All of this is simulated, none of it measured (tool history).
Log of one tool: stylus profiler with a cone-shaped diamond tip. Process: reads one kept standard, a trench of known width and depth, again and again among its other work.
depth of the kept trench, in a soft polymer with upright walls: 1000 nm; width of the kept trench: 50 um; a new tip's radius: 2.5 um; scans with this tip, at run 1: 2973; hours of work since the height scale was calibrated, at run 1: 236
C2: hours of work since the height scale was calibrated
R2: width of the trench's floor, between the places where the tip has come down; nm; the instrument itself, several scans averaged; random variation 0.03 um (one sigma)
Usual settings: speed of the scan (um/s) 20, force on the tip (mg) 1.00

{"run": 1, "hour": 0.0, "speed of the scan (um/s)": 20, "force on the tip (mg)": 1.0, "scans with this tip": 2973, "C2": 236, "depth of the trench (nm)": 1007.69, "R2": 45830}
{"run": 2, "hour": 14.7, "speed of the scan (um/s)": 17, "force on the tip (mg)": 1.0, "scans with this tip": 3092, "C2": 246, "depth of the trench (nm)": 1007.87, "R2": 45890}
{"run": 3, "hour": 26.9, "speed of the scan (um/s)": 17, "force on the tip (mg)": 1.0, "scans with this tip": 3191, "C2": 254, "depth of the trench (nm)": 1007.78, "R2": 45860}
{"run": 4, "hour": 34.9, "speed of the scan (um/s)": 17, "force on the tip (mg)": 1.0, "scans with this tip": 3256, "C2": 259, "depth of the trench (nm)": 1008.05, "R2": 45830}
{"run": 5, "hour": 43.4, "speed of the scan (um/s)": 17, "force on the tip (mg)": 1.0, "scans with this tip": 3325, "C2": 264, "depth of the trench (nm)": 1008.1, "R2": 45870}
{"run": 6, "hour": 59.1, "speed of the scan (um/s)": 17, "force on the tip (mg)": 1.0, "scans with this tip": 3452, "C2": 274, "depth of the trench (nm)": 1007.82, "R2": 45870}
{"run": 7, "hour": 75.6, "speed of the scan (um/s)": 20, "force on the tip (mg)": 0.36, "scans with this tip": 3587, "C2": 285, "depth of the trench (nm)": 1003.97, "R2": 45730}
{"run": 8, "hour": 83.1, "speed of the scan (um/s)": 20, "force on the tip (mg)": 0.36, "scans with this tip": 3647, "C2": 290, "depth of the trench (nm)": 1003.91, "R2": 45710}
{"run": 9, "hour": 100.6, "speed of the scan (um/s)": 20, "force on the tip (mg)": 2.45, "scans with this tip": 3789, "C2": 301, "depth of the trench (nm)": 1014.37, "R2": 45880}
{"run": 10, "hour": 110.8, "speed of the scan (um/s)": 20, "force on the tip (mg)": 2.93, "scans with this tip": 3872, "C2": 308, "depth of the trench (nm)": 1016.61, "R2": 45860}
{"run": 11, "hour": 126.5, "speed of the scan (um/s)": 20, "force on the tip (mg)": 0.62, "scans with this tip": 4000, "C2": 318, "depth of the trench (nm)": 1005.45, "R2": 45790}
{"run": 12, "hour": 136.1, "speed of the scan (um/s)": 37, "force on the tip (mg)": 2.09, "scans with this tip": 4078, "C2": 324, "depth of the trench (nm)": 1013.08, "R2": 45760}
{"run": 13, "hour": 145.9, "speed of the scan (um/s)": 37, "force on the tip (mg)": 2.09, "scans with this tip": 4157, "C2": 330, "depth of the trench (nm)": 1012.95, "R2": 45790}
{"run": 14, "hour": 154.1, "speed of the scan (um/s)": 9, "force on the tip (mg)": 1.14, "scans with this tip": 4224, "C2": 336, "depth of the trench (nm)": 1008.5, "R2": 45870}

Run 15 comes next. What will it give?
{"run": 15, "hour": 162.9, "speed of the scan (um/s)": 73, "force on the tip (mg)": 0.95, "scans with this tip": 4295, "C2": 341, "depth of the trench (nm)": "?", "R2": "?"}

depth of the trench (nm): 1007.67
R2: 45400 nm
Without the tool's hidden state the same run would have given depth of the trench (nm) 1007.68, R2 45410 nm.
